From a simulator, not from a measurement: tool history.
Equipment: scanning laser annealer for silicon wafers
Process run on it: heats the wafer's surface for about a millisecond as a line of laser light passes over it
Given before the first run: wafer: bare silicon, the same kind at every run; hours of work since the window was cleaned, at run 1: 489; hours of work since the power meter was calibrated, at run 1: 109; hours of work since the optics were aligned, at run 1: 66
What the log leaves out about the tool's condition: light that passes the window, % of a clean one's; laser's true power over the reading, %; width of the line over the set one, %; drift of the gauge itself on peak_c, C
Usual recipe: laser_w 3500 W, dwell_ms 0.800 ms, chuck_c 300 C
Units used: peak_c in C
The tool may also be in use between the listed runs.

| run | hour | laser_w | dwell_ms | chuck_c | hours of work since the window was cleaned | hours of work since the power meter was calibrated | hours of work since the optics were aligned | peak_c |
|---|---|---|---|---|---|---|---|---|
| 1 | 0.0 | 3500 | 0.800 | 300 | 489 | 109 | 66 | 1013 |
| 2 | 7.6 | 3500 | 0.800 | 300 | 494 | 113 | 70 | 1009 |
| 3 | 14.4 | 3500 | 0.800 | 300 | 497 | 117 | 74 | 1016 |
| 4 | 22.1 | 3500 | 0.800 | 300 | 502 | 121 | 79 | 1008 |
| 5 | 27.8 | 3269 | 0.800 | 300 | 505 | 125 | 82 | 951 |
| 6 | 32.9 | 3628 | 0.800 | 300 | 508 | 127 | 85 | 1044 |
| 7 | 41.3 | 3628 | 0.800 | 300 | 512 | 132 | 89 | 1043 |
| 8 | 49.6 | 3628 | 0.800 | 300 | 517 | 137 | 94 | 1045 |
| 9 | 59.4 | 3500 | 0.864 | 300 | 522 | 142 | 99 | 1044 |
| 10 | 67.6 | 3500 | 0.864 | 300 | 527 | 147 | 104 | 1040 |
| 11 | 74.8 | 3500 | 0.800 | 284 | 531 | 151 | 108 | 989 |
| 12 | 79.8 | 3500 | 0.800 | 284 | 534 | 154 | 111 | 992 |
| 13 | 86.2 | 3742 | 0.800 | 264 | 537 | 157 | 114 | 1038 |
| 14 | 93.2 | 3102 | 0.946 | 313 | 541 | 161 | 118 | 979 |
| 15 | 97.6 | 3795 | 0.800 | 278 | 544 | 164 | 121 | 1064 |
| 16 | 105.9 | 3795 | 0.800 | 278 | 548 | 168 | 125 | 1062 |
| 17 | 113.2 | 3500 | 0.613 | 328 | 553 | 172 | 129 | 932 |
| 18 | 118.2 | 3500 | 0.613 | 328 | 555 | 175 | 132 | 931 |
| 19 | 123.9 | 3158 | 0.585 | 319 | 558 | 178 | 135 | 831 |
| 20 | 129.1 | 3158 | 0.585 | 319 | 561 | 181 | 138 | 832 |
| 21 | 135.5 | 3538 | 0.652 | 283 | 565 | 185 | 142 | 916 |

3 options for the next run, each taken on its own from the tool as it stands now. Forecast them:
| A | 144.1 | 3767 | 0.652 | 283 | 570 | 190 | 147 | ? |
| B | 144.1 | 3538 | 0.612 | 308 | 570 | 190 | 147 | ? |
| C | 144.1 | 3335 | 0.800 | 300 | 570 | 190 | 147 | ? |

| run | peak_c |
|---|---|
| A | 975 |
| B | 919 |
| C | 962 |
With no hidden state in the tool, these same runs would have given:
| run | peak_c |
|---|---|
| A | 1027 |
| B | 965 |
| C | 1012 |
